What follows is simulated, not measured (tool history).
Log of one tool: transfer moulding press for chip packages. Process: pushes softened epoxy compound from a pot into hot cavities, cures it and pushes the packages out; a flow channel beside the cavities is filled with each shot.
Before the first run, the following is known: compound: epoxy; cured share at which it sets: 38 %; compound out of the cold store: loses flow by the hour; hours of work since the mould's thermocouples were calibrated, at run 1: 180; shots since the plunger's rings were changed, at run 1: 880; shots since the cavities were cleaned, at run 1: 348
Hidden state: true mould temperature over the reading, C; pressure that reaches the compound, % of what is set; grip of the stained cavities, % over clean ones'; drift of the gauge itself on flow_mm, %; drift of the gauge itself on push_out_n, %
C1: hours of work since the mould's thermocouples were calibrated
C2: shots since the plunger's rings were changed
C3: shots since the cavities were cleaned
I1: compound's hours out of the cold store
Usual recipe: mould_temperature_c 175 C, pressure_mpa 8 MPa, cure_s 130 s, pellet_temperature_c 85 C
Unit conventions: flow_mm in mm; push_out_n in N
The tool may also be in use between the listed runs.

{"run": 1, "day": 0.0, "mould_temperature_c": 175, "pressure_mpa": 8, "cure_s": 130, "pellet_temperature_c": 85, "C1": 180, "C2": 880, "C3": 348, "I1": 42.7, "flow_mm": 671, "push_out_n": 689}
{"run": 2, "day": 0.529, "mould_temperature_c": 175, "pressure_mpa": 8, "cure_s": 130, "pellet_temperature_c": 85, "C1": 188, "C2": 980, "C3": 448, "I1": 9.8, "flow_mm": 719, "push_out_n": 745}
{"day": 1.033, "done": "cavities cleaned with cleaning compound and waxed"}
{"run": 3, "day": 1.65, "mould_temperature_c": 175, "pressure_mpa": 8, "cure_s": 130, "pellet_temperature_c": 85, "C1": 202, "C2": 1181, "C3": 117, "I1": 12.5, "flow_mm": 713, "push_out_n": 590}
{"run": 4, "day": 2.238, "mould_temperature_c": 170, "pressure_mpa": 8, "cure_s": 130, "pellet_temperature_c": 85, "C1": 211, "C2": 1292, "C3": 228, "I1": 11.4, "flow_mm": 741, "push_out_n": 770}
{"run": 5, "day": 2.875, "mould_temperature_c": 170, "pressure_mpa": 8, "cure_s": 130, "pellet_temperature_c": 85, "C1": 219, "C2": 1413, "C3": 349, "I1": 21.2, "flow_mm": 717, "push_out_n": 839}
{"run": 6, "day": 3.675, "mould_temperature_c": 174, "pressure_mpa": 8.52, "cure_s": 166, "pellet_temperature_c": 85, "C1": 230, "C2": 1565, "C3": 501, "I1": 38.9, "flow_mm": 689, "push_out_n": 663}
{"day": 3.942, "done": "cavities cleaned with cleaning compound and waxed"}
{"run": 7, "day": 4.758, "mould_temperature_c": 175, "pressure_mpa": 6.21, "cure_s": 142, "pellet_temperature_c": 85, "C1": 245, "C2": 1758, "C3": 154, "I1": 10.9, "flow_mm": 626, "push_out_n": 587}
{"run": 8, "day": 5.688, "mould_temperature_c": 175, "pressure_mpa": 7.53, "cure_s": 153, "pellet_temperature_c": 85, "C1": 257, "C2": 1935, "C3": 331, "I1": 8.6, "flow_mm": 702, "push_out_n": 642}
{"run": 9, "day": 6.671, "mould_temperature_c": 183, "pressure_mpa": 7.05, "cure_s": 143, "pellet_temperature_c": 94, "C1": 271, "C2": 2121, "C3": 517, "I1": 39.9, "flow_mm": 590, "push_out_n": 680}
{"day": 6.871, "done": "cavities cleaned with cleaning compound and waxed"}
{"run": 10, "day": 7.646, "mould_temperature_c": 175, "pressure_mpa": 8.14, "cure_s": 130, "pellet_temperature_c": 78, "C1": 284, "C2": 2294, "C3": 146, "I1": 16.7, "flow_mm": 713, "push_out_n": 603}

Below are 5 alternative next runs, each starting from the tool's condition after run 10. Predict each:
{"run": "A", "day": 8.175, "mould_temperature_c": 171, "pressure_mpa": 8.14, "cure_s": 156, "pellet_temperature_c": 83, "C1": 291, "C2": 2395, "C3": 247, "I1": 43.1, "flow_mm": "?", "push_out_n": "?"}
{"run": "B", "day": 8.175, "mould_temperature_c": 175, "pressure_mpa": 6.68, "cure_s": 130, "pellet_temperature_c": 85, "C1": 291, "C2": 2395, "C3": 247, "I1": 11.5, "flow_mm": "?", "push_out_n": "?"}
{"run": "C", "day": 8.175, "mould_temperature_c": 167, "pressure_mpa": 6.65, "cure_s": 152, "pellet_temperature_c": 85, "C1": 291, "C2": 2395, "C3": 247, "I1": 44.5, "flow_mm": "?", "push_out_n": "?"}
{"run": "D", "day": 8.175, "mould_temperature_c": 175, "pressure_mpa": 7.15, "cure_s": 128, "pellet_temperature_c": 79, "C1": 291, "C2": 2395, "C3": 247, "I1": 30.3, "flow_mm": "?", "push_out_n": "?"}
{"run": "E", "day": 8.175, "mould_temperature_c": 175, "pressure_mpa": 8, "cure_s": 130, "pellet_temperature_c": 86, "C1": 291, "C2": 2395, "C3": 247, "I1": 17.2, "flow_mm": "?", "push_out_n": "?"}

run=A flow_mm=669 push_out_n=627
run=B flow_mm=643 push_out_n=637
run=C flow_mm=616 push_out_n=733
run=D flow_mm=630 push_out_n=643
run=E flow_mm=706 push_out_n=658
Without the tool's hidden state the same runs would have given:
run=A flow_mm=690 push_out_n=479
run=B flow_mm=664 push_out_n=484
run=C flow_mm=636 push_out_n=557
run=D flow_mm=650 push_out_n=491
run=E flow_mm=729 push_out_n=501
